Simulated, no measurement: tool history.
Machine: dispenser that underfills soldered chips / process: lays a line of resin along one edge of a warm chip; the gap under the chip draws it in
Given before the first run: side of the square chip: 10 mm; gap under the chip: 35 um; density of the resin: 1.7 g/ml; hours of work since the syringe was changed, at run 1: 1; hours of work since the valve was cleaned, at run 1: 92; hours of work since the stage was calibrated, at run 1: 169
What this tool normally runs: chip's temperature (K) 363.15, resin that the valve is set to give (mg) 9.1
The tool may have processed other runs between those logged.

run	hour	chip's temperature (K)	resin that the valve is set to give (mg)	hours of work since the syringe was changed	hours of work since the valve was cleaned	hours of work since the stage was calibrated	time until the resin shows at the far edge (s)	resin that the valve gave (mg)
1	0	363.15	9.1	1	92	169	119.5	8.34
2	4.5	377.15	9.1	4	95	172	72.4	8.36
# hour 7.9: new syringe of resin
3	10.5	349.15	9.1	2	99	177	246.4	8.26
# hour 16.8: new syringe of resin
4	21	349.15	9.1	3	107	184	261	8.13
# hour 26.3: new syringe of resin
5	27.5	349.15	9.32	1	112	189	237.7	8.32
# hour 35.1: new syringe of resin
6	35.1	363.15	9.1	0	118	195	114.3	8.1
# hour 44.2: new syringe of resin
7	44.2	374.15	9.1	0	124	202	70.6	8.06
# hour 53.2: new syringe of resin
8	54.1	350.15	9.1	1	132	209	223.6	7.98
# hour 59.8: dispensing valve cleaned and set on the balance
# hour 63.1: new syringe of resin
9	64.5	350.15	9.1	1	3	216	224.4	8.96
10	70.8	363.15	8.11	6	8	221	149.1	8.03
# hour 71.9: new syringe of resin
11	77.7	363.15	9.1	4	13	226	139.9	9.01
# hour 81.2: new syringe of resin
12	83	363.15	9.1	1	17	230	115.2	8.88
# hour 90.6: new syringe of resin
13	92.8	363.15	9.1	2	24	237	122.1	8.88
# hour 100: new syringe of resin
14	100.5	358.15	9.26	0	30	243	144.9	8.87
# hour 108.9: new syringe of resin
15	109.9	355.15	8.91	1	37	250	170.2	8.7
16	116.3	365.15	9.64	6	42	254	126.8	9.26
# hour 117.7: new syringe of resin
17	121.8	355.15	9.08	3	46	258	183.9	8.67
# hour 126.5: new syringe of resin
18	126.5	355.15	9.44	0	49	262	160.7	9.02
# hour 135.3: new syringe of resin
19	135.3	349.15	9.93	0	56	268	224	9.43
# hour 144.1: new syringe of resin
20	144.8	366.15	8.46	0	63	275	100.6	7.99
# hour 153.1: new syringe of resin
21	153.6	355.15	8.42	0	69	282	166.9	7.81
22	160.8	348.15	10.03	6	75	287	285.5	9.29
# hour 162.1: new syringe of resin
23	169.9	363.15	9.68	6	82	294	140.5	8.89
# hour 170.9: new syringe of resin
24	176.4	371.15	9.68	4	87	299	92.1	8.94
# hour 180: new syringe of resin
25	181	361.15	10.59	1	90	302	122.9	9.63
# hour 188.9: new syringe of resin
26	188.9	369.15	9.87	0	96	308	82	8.95

Some steps in time until the resin shows at the far edge (s), run to run, broken into two amounts with sign: the step expected even without the hidden condition (settings, incoming material, random variation), and the rest, left for the hidden condition together with whatever gauge scatter is not in both the measured and the hidden-condition-free result:
The hidden state here: resin's viscosity, % of fresh resin's; dose that the valve gives, % of what is set; true chip temperature over the reading, C; drift of the gauge itself on fill_s, %; drift of the gauge itself on given_mg, %.
Run 2 -> 3: chip's temperature (K) 377.15 -> 349.15, new syringe of resin. time until the resin shows at the far edge (s) +174: hidden state -3.9, all else +177.9.
Run 7 -> 8: chip's temperature (K) 374.15 -> 350.15, new syringe of resin. time until the resin shows at the far edge (s) +153: hidden state +1.5, all else +151.5.
Run 9 -> 10: chip's temperature (K) 350.15 -> 363.15, resin that the valve is set to give (mg) 9.1 -> 8.11. time until the resin shows at the far edge (s) -75.3: hidden state +28.5, all else -103.8.
Run 21 -> 22: chip's temperature (K) 355.15 -> 348.15, resin that the valve is set to give (mg) 8.42 -> 10.03. time until the resin shows at the far edge (s) +118.6: hidden state +49.1, all else +69.5.
